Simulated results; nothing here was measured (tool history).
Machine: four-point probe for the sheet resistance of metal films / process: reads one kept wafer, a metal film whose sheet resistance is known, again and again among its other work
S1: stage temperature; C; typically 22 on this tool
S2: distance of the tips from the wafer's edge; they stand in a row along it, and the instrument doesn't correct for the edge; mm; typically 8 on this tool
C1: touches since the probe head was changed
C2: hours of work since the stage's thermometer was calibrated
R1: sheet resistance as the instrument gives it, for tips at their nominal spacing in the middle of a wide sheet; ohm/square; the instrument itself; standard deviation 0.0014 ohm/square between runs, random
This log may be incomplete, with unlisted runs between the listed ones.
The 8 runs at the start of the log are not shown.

{"run": 9, "hour": 145.7, "S1": 22, "S2": 6, "C1": 41754, "C2": 300, "R1": 7.216556}
{"run": 10, "hour": 163.6, "S1": 22, "S2": 6, "C1": 42238, "C2": 309, "R1": 7.214639}
{"run": 11, "hour": 177.5, "S1": 22, "S2": 6, "C1": 42611, "C2": 315, "R1": 7.215541}
{"run": 12, "hour": 201.8, "S1": 22, "S2": 8, "C1": 43269, "C2": 326, "R1": 7.202499}
{"run": 13, "hour": 228.6, "S1": 33, "S2": 8, "C1": 43994, "C2": 339, "R1": 7.106551}
{"hour": 231.0, "done": "stage's thermometer calibrated"}
{"run": 14, "hour": 245.4, "S1": 23, "S2": 8, "C1": 44434, "C2": 7, "R1": 7.191796}
{"run": 15, "hour": 257.7, "S1": 27, "S2": 8, "C1": 44768, "C2": 12, "R1": 7.154443}
{"run": 16, "hour": 278.8, "S1": 35, "S2": 8, "C1": 45338, "C2": 22, "R1": 7.08729}
{"run": 17, "hour": 304.5, "S1": 22, "S2": 48, "C1": 46033, "C2": 34, "R1": 7.180514}
{"run": 18, "hour": 334.6, "S1": 22, "S2": 48, "C1": 46846, "C2": 48, "R1": 7.17811}
{"run": 19, "hour": 354.4, "S1": 22, "S2": 48, "C1": 47380, "C2": 57, "R1": 7.179509}
{"hour": 358.8, "done": "stage's thermometer calibrated, once more"}
{"run": 20, "hour": 370.1, "S1": 22, "S2": 48, "C1": 47793, "C2": 5, "R1": 7.182112}
{"run": 21, "hour": 397.3, "S1": 22, "S2": 48, "C1": 48529, "C2": 18, "R1": 7.183429}
{"run": 22, "hour": 421.0, "S1": 22, "S2": 48, "C1": 49169, "C2": 29, "R1": 7.178876}
{"run": 23, "hour": 438.2, "S1": 22, "S2": 48, "C1": 49633, "C2": 37, "R1": 7.178315}

Estimate the outcome of run 24 from the log above:
{"run": 24, "hour": 450.3, "S1": 29, "S2": 32, "C1": 49960, "C2": 42, "R1": "?"}

For run 24 the tool returned R1 7.117778 ohm/square.
Were there no unlogged condition in the tool, this run, its random variation unchanged, would have produced R1 7.167515 ohm/square.
